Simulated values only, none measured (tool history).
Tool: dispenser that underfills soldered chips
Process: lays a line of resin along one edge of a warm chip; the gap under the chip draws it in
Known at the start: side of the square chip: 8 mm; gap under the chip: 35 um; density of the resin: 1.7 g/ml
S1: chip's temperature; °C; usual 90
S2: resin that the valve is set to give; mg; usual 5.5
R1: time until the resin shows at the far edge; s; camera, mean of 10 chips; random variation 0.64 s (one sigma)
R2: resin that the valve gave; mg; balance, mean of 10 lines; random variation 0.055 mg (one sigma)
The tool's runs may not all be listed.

run 1 hour=0 | S1=90 S2=5.5 | R1=73.7 R2=5.42
-- hour=8.1 new syringe of resin
run 2 hour=8.1 | S1=90 S2=5.5 | R1=53.9 R2=5.38
run 3 hour=15.5 | S1=90 S2=5.5 | R1=72.1 R2=5.38
-- hour=24.4 new syringe of resin
run 4 hour=24.4 | S1=90 S2=5.76 | R1=53.5 R2=5.6
run 5 hour=38.1 | S1=90 S2=5.76 | R1=89.4 R2=5.46
-- hour=40.8 new syringe of resin
run 6 hour=50.4 | S1=90 S2=5.76 | R1=77.2 R2=5.45
-- hour=58.1 new syringe of resin
run 7 hour=60.3 | S1=90 S2=5.76 | R1=58 R2=5.44
run 8 hour=71.4 | S1=77 S2=5.5 | R1=154.6 R2=5.18
-- hour=75.2 new syringe of resin
run 9 hour=83.8 | S1=90 S2=5.5 | R1=77 R2=5.13
-- hour=92.1 new syringe of resin
run 10 hour=96.4 | S1=90 S2=6.4 | R1=61.7 R2=5.88
run 11 hour=104.1 | S1=90 S2=6.4 | R1=81.2 R2=5.97
-- hour=108.8 new syringe of resin
run 12 hour=113 | S1=90 S2=5.5 | R1=61.1 R2=5
run 13 hour=123.4 | S1=90 S2=5.5 | R1=94.3 R2=5.09
-- hour=126.1 new syringe of resin
run 14 hour=132.8 | S1=91 S2=5.5 | R1=66.6 R2=4.95
run 15 hour=138.9 | S1=83 S2=5.5 | R1=116.2 R2=4.97
-- hour=142.7 new syringe of resin
run 16 hour=146.8 | S1=83 S2=5.5 | R1=85.5 R2=4.94
run 17 hour=157.6 | S1=83 S2=5.5 | R1=127.2 R2=4.88
-- hour=159.1 new syringe of resin
run 18 hour=164.7 | S1=81 S2=4.98 | R1=101.5 R2=4.49
run 19 hour=173.4 | S1=93 S2=5.02 | R1=83.8 R2=4.46
-- hour=176.1 new syringe of resin
run 20 hour=184.1 | S1=93 S2=5.02 | R1=67.2 R2=4.32
-- hour=190.6 dispensing valve cleaned and set on the balance
-- hour=193.6 new syringe of resin
run 21 hour=195.5 | S1=77 S2=5.37 | R1=98.4 R2=5.3
run 22 hour=209.3 | S1=97 S2=5.24 | R1=71.4 R2=5.07
-- hour=210.2 new syringe of resin
run 23 hour=220.8 | S1=97 S2=5.24 | R1=59.7 R2=5.14
-- hour=226.7 new syringe of resin
run 24 hour=230.5 | S1=77 S2=6.34 | R1=101.8 R2=6.2
run 25 hour=241.5 | S1=92 S2=6.68 | R1=80.7 R2=6.44
-- hour=243.8 new syringe of resin
run 26 hour=253.1 | S1=86 S2=5.34 | R1=88 R2=5.06
-- hour=260.5 new syringe of resin
run 27 hour=266.3 | S1=77 S2=5.7 | R1=111.4 R2=5.38
run 28 hour=275.5 | S1=77 S2=5.7 | R1=163.3 R2=5.42
-- hour=277.2 new syringe of resin
run 29 hour=290.1 | S1=104 S2=5.25 | R1=48.4 R2=4.91
-- hour=293.9 new syringe of resin
run 30 hour=302 | S1=104 S2=5.14 | R1=41 R2=4.85
-- hour=310.1 new syringe of resin
run 31 hour=310.4 | S1=104 S2=5.14 | R1=30.5 R2=4.72
run 32 hour=319.9 | S1=89 S2=5.8 | R1=77.5 R2=5.28
-- hour=327.2 new syringe of resin
run 33 hour=331.8 | S1=102 S2=6.23 | R1=37.3 R2=5.67
-- hour=344 new syringe of resin
run 34 hour=346.3 | S1=84 S2=6.06 | R1=70.4 R2=5.57

Some steps in R1 between neighbouring runs. How much of each would the tool show without its hidden state too (settings, what came in, random variation), and how much is left for the hidden state, with any gauge scatter that isn't in both results?
The hidden state here: resin's viscosity, % of fresh resin's; dose that the valve gives, % of what is set; true chip temperature over the reading, C; drift of the gauge itself on fill_s, %; drift of the gauge itself on given_mg, %.
Run 7 -> 8: S1 90 -> 77, S2 5.76 -> 5.5. R1 +96.6 s: hidden state +54.1, all else +42.5.
Run 8 -> 9: S1 77 -> 90, new syringe of resin. R1 -77.6 s: hidden state -37.1, all else -40.5.
Run 27 -> 28: no setting changed, nothing entered. R1 +51.9 s: hidden state +48.7, all else +3.2.
Run 28 -> 29: S1 77 -> 104, S2 5.7 -> 5.25, new syringe of resin. R1 -114.9 s: hidden state -46.6, all else -68.3.

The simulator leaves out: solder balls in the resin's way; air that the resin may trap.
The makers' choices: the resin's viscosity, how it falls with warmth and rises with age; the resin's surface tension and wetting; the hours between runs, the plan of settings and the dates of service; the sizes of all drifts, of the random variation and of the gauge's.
